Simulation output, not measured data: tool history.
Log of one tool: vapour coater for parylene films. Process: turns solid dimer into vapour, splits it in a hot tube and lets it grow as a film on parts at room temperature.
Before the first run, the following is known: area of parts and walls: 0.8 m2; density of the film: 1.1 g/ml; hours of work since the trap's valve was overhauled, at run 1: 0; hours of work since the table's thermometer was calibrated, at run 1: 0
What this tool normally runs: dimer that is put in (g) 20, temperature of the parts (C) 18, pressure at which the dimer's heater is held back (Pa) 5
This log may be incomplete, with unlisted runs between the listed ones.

run,hour,dimer that is put in (g),temperature of the parts (C),pressure at which the dimer's heater is held back (Pa),hours of work since the trap's valve was overhauled,hours of work since the table's thermometer was calibrated,thickness of the film (um)
1,0,20,18,5,0,0,16.19
2,73.1,20,18,7.61,54,54,14.96
3,121.6,20,18,7.61,89,89,15.12
4,178.6,20,18,7.61,131,131,14.78
5,226.3,33,18,7.61,166,166,23.89
6,265.5,33,18,7.61,195,195,24.36
7,336.8,33,18,7.61,247,247,23.91
8,390.9,33,18,7.61,287,287,23.75
9,426.4,33,18,7.61,313,313,23.58
# hour 511.7: trap's valve overhauled
10,511.7,20,22,5,0,373,15.43
11,551.9,20,22,5,29,402,15.41
12,594.7,20,22,5,61,434,15.28
13,659.6,11,18,5,109,481,8.94
14,723.4,20,27,5,155,528,13.69
15,777.1,20,27,5,195,568,13.65
16,854.4,20,27,5,252,624,13.31
17,900.6,20,18,5,285,658,15.72
18,937,20,18,5,312,685,15.94
19,971.7,20,18,5,338,710,15.66
# hour 1023.8: trap's valve overhauled
20,1039.8,29,18,5,12,758,23.88
21,1088.2,29,18,5,47,793,23.58
22,1147,20,16,5,90,836,16.75
23,1223.6,26,18,5,147,892,21.03
24,1276.2,31,30,3.74,185,931,21.26
25,1327.4,31,30,3.74,223,969,21.16
# hour 1350.7: table's thermometer calibrated
26,1380.4,31,30,3.74,261,22,20.93
27,1437,30,24,3.74,303,63,22.4
28,1492.5,16,18,5,343,104,12.29
# hour 1540.4: trap's valve overhauled
29,1560.9,22,18,5.35,15,151,17.81
30,1615.7,8,27,3.92,55,192,5.76
31,1674.4,15,12,6.79,98,235,12.76
32,1740.7,15,12,6.79,147,283,12.8
33,1778.4,15,12,6.79,175,311,12.51
34,1832.3,21,16,3.11,214,351,19.05
35,1867,20,12,2.2,240,376,21.25
36,1934,26,18,3.92,289,425,21.64
37,1982.6,11,22,5.88,325,461,7.8
# hour 2054.8: trap's valve overhauled
38,2068.3,11,22,5.88,10,521,8.01
39,2140.8,20,18,7.2,63,574,15.21
40,2185.3,20,18,7.2,96,607,14.99
41,2222.7,16,21,7.56,123,634,11.32
42,2271.6,18,21,2.91,159,670,15.58
43,2334.5,11,25,2.91,205,716,8.86
44,2392.9,24,18,4.23,248,759,19.98
45,2471.8,33,11,2.58,306,817,33.71

4 options for the next run, each taken on its own from the tool as it stands now. Forecast them:
A,2553.5,27,11,2.58,366,877,?
B,2553.5,11,12,8.79,366,877,?
C,2553.5,33,11,8.16,366,877,?
D,2553.5,27,18,11.8,366,877,?

run,thickness of the film (um)
A,27.68
B,8.49
C,26.31
D,17.79
With the hidden condition removed and each run's random variation left untouched, the same runs would have given:
run,thickness of the film (um)
A,29.02
B,8.9
C,27.57
D,18.64
